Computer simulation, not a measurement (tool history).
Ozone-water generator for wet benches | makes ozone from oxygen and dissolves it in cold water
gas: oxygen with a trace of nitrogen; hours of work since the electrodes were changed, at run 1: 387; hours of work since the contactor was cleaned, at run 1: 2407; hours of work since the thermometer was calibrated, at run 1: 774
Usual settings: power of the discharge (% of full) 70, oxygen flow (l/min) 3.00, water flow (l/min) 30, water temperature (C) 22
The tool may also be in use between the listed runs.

run,hour,power of the discharge (% of full),oxygen flow (l/min),water flow (l/min),water temperature (C),hours of work since the electrodes were changed,hours of work since the contactor was cleaned,hours of work since the thermometer was calibrated,dissolved ozone (ppm),ozone in the gas ahead of the water (g/m3)
1,0.0,70,3.00,30,22,387,2407,774,10.0,220.4
2,33.6,70,3.00,30,22,414,2434,802,10.0,221.8
3,75.3,70,3.00,36,22,448,2468,835,8.4,220.4
4,117.2,70,3.00,36,22,482,2502,869,8.3,218.9
5,147.6,70,3.00,30,22,506,2527,894,10.1,219.7
6,187.5,70,3.00,24,22,538,2559,926,12.1,219.3
7,233.9,70,3.00,18,22,576,2596,964,15.7,219.8
8,279.0,70,3.00,30,22,613,2633,1000,9.9,220.8
9,333.3,95,3.00,30,22,656,2677,1044,12.9,287.8
10,373.1,70,3.00,30,22,689,2709,1076,9.9,218.9
11,425.8,70,3.00,30,22,731,2752,1119,9.9,218.8
12,478.5,70,3.00,31,22,774,2794,1162,9.4,219.7
13,524.4,70,3.00,31,22,811,2832,1199,9.5,216.1
14,557.1,70,3.00,31,26,838,2858,1225,9.1,219.0
15,601.7,70,3.00,31,26,874,2894,1262,9.1,221.2
16,634.8,70,5.27,30,26,901,2921,1288,10.0,160.7
17,673.6,70,3.61,20,26,932,2952,1320,13.6,197.5
18,716.4,70,3.61,20,17,967,2987,1354,15.0,195.6
19,749.9,70,3.61,20,17,994,3014,1382,15.2,197.8
20,783.2,70,2.69,30,17,1021,3041,1408,9.8,231.1
21,820.4,50,4.28,39,20,1051,3071,1439,6.2,134.3
22,877.1,70,1.52,24,22,1097,3117,1484,10.3,314.7
23,915.0,70,1.52,24,22,1127,3148,1515,10.3,316.4
24,953.2,70,1.52,24,22,1158,3179,1546,10.3,315.1
25,1010.9,70,3.00,38,22,1205,3225,1593,7.7,217.4
26,1052.9,70,3.00,30,22,1239,3259,1627,9.7,218.6
27,1109.6,70,2.67,30,26,1285,3305,1673,9.0,230.4

Measured less the same run without the tool's hidden state. The same run-to-run variation is in both; the gauge's scatter may not be:
The hidden state here: yield of the discharge, % of new electrodes'; contactor's efficiency, % of a clean one's; true water temperature over the reading, C; drift of the gauge itself on ozone_ppm, %; drift of the gauge itself on gas_g_m3, %.
run,dissolved ozone (ppm),ozone in the gas ahead of the water (g/m3)
1,-0.5,-1.5
2,-0.5,-1.5
3,-0.4,-1.6
4,-0.4,-1.8
5,-0.5,-1.9
6,-0.6,-2.0
7,-0.8,-2.1
8,-0.6,-2.3
9,-0.8,-4.0
10,-0.6,-2.6
11,-0.6,-2.8
12,-0.6,-3.0
13,-0.6,-3.0
14,-0.6,-3.1
15,-0.6,-3.3
16,-0.7,-2.5
17,-0.9,-3.2
18,-1.0,-3.3
19,-1.0,-3.4
20,-0.8,-4.1
21,-0.4,-1.7
22,-0.8,-6.0
23,-0.7,-6.3
24,-0.8,-6.4
25,-0.6,-4.6
26,-0.8,-4.8
27,-0.8,-5.2
